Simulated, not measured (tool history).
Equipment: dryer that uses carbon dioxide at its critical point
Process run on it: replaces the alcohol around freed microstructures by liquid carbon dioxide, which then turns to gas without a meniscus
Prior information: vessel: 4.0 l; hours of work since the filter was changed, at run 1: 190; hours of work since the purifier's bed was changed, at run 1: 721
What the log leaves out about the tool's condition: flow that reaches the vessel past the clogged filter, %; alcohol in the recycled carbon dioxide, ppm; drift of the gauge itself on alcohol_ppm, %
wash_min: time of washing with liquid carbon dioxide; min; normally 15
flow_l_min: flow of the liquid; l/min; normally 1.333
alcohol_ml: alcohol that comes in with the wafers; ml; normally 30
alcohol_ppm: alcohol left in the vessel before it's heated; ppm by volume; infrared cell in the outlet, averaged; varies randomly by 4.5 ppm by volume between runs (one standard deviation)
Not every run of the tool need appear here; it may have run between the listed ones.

run,hour,wash_min,flow_l_min,alcohol_ml,hours of work since the filter was changed,hours of work since the purifier's bed was changed,alcohol_ppm
1,0.0,15,1.333,30,190,721,282
2,39.9,15,1.333,30,213,744,282
3,85.4,15,1.210,30,239,770,384
4,110.1,15,1.210,30,253,784,381
5,134.7,15,1.210,30,268,799,392
6,177.2,15,1.210,30,292,823,392
7,202.2,15,0.890,30,307,838,836
8,241.0,15,0.890,30,329,860,860
9,271.2,15,0.890,30,346,877,866
10,301.3,15,0.890,30,364,895,880
11,323.3,15,0.890,30,376,907,867
12,343.8,15,0.890,30,388,919,876
13,365.9,15,1.090,30,401,932,545
14,391.9,15,1.333,30,416,947,314
15,429.5,9,1.340,52,438,969,1839
# hour 466.0: inlet filter changed
16,468.9,9,1.340,52,2,991,1611
17,490.9,9,1.720,80,14,1003,1343
18,517.7,9,1.720,37,30,1019,649
19,540.5,15,0.910,28,43,1032,715
20,571.9,15,0.910,28,61,1050,712
21,596.3,21,1.380,28,75,1064,83
22,640.4,15,1.310,30,101,1090,299
23,683.0,15,1.310,30,125,1114,294
24,715.8,19,1.390,108,144,1133,322
25,754.8,23,1.160,108,167,1156,329
26,782.5,23,1.160,108,183,1172,337
27,817.6,20,0.820,30,203,1192,522
28,860.0,20,0.820,63,227,1216,1058

Alternative continuations, all from the tool just after run 28; predict every row:
A,887.4,19,1.060,30,243,1232,?
B,887.4,10,1.333,30,243,1232,?
C,887.4,20,0.820,31,243,1232,?
D,887.4,15,1.050,30,243,1232,?
E,887.4,16,0.890,30,243,1232,?

run,alcohol_ppm
A,297
B,840
C,556
D,580
E,747
With the hidden condition removed and each run's random variation left untouched, the same runs would have given:
run,alcohol_ppm
A,227
B,736
C,466
D,490
E,646
